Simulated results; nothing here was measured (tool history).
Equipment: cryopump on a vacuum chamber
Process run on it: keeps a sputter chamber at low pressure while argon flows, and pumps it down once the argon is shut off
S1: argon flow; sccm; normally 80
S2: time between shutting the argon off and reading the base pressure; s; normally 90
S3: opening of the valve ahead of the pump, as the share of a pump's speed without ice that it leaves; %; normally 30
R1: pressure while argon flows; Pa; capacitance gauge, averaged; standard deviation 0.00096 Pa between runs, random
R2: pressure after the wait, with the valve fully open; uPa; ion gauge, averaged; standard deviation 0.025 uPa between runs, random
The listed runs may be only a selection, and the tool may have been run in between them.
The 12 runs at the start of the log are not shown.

run	hour	S1	S2	S3	R1	R2
13	476.2	80	46	30	0.2258	2.68
14	519.5	93	90	30	0.2662	1.88
15	541.5	93	90	30	0.2664	1.86
16	578.8	93	90	18	0.4419	1.9
17	622.4	93	90	18	0.4394	1.9
18	644.4	116	26	15	0.658	4.06
19	685.4	116	26	15	0.665	4.09
20	716	116	26	15	0.6635	4.06
21	750.7	44	90	59	0.0667	1.98
22	770.7	153	299	30	0.4459	1.36
23	814.1	62	27	59	0.0954	4.04
24	840.9	62	105	47	0.1172	1.92
25	878.2	50	105	37	0.1202	1.92
26	898.8	80	24	44	0.1653	4.35
27	939.7	130	298	15	0.7432	1.5
28	973.2	130	270	15	0.7495	1.6
29	1010.6	71	53	30	0.211	2.73
30	1036.5	71	31	16	0.3841	3.71
31	1071	38	90	46	0.0778	2.2
32	1100.1	38	90	46	0.0771	2.22
# hour 1114.3: pump warmed up, emptied and cooled again
33	1134.7	38	90	46	0.0702	2.02
34	1172.2	83	90	31	0.2275	1.97

3 ways to go on from here, each from the tool as it stands after run 34. What would each give?
A	1193.7	66	90	48	?	?
B	1193.7	105	90	16	?	?
C	1193.7	80	89	58	?	?

run	R1	R2
A	0.1174	2.02
B	0.5544	1.98
C	0.1197	1.99
Had the tool no hidden state, the same runs would have come out as:
run	R1	R2
A	0.1155	0.97
B	0.5512	0.95
C	0.1173	0.96

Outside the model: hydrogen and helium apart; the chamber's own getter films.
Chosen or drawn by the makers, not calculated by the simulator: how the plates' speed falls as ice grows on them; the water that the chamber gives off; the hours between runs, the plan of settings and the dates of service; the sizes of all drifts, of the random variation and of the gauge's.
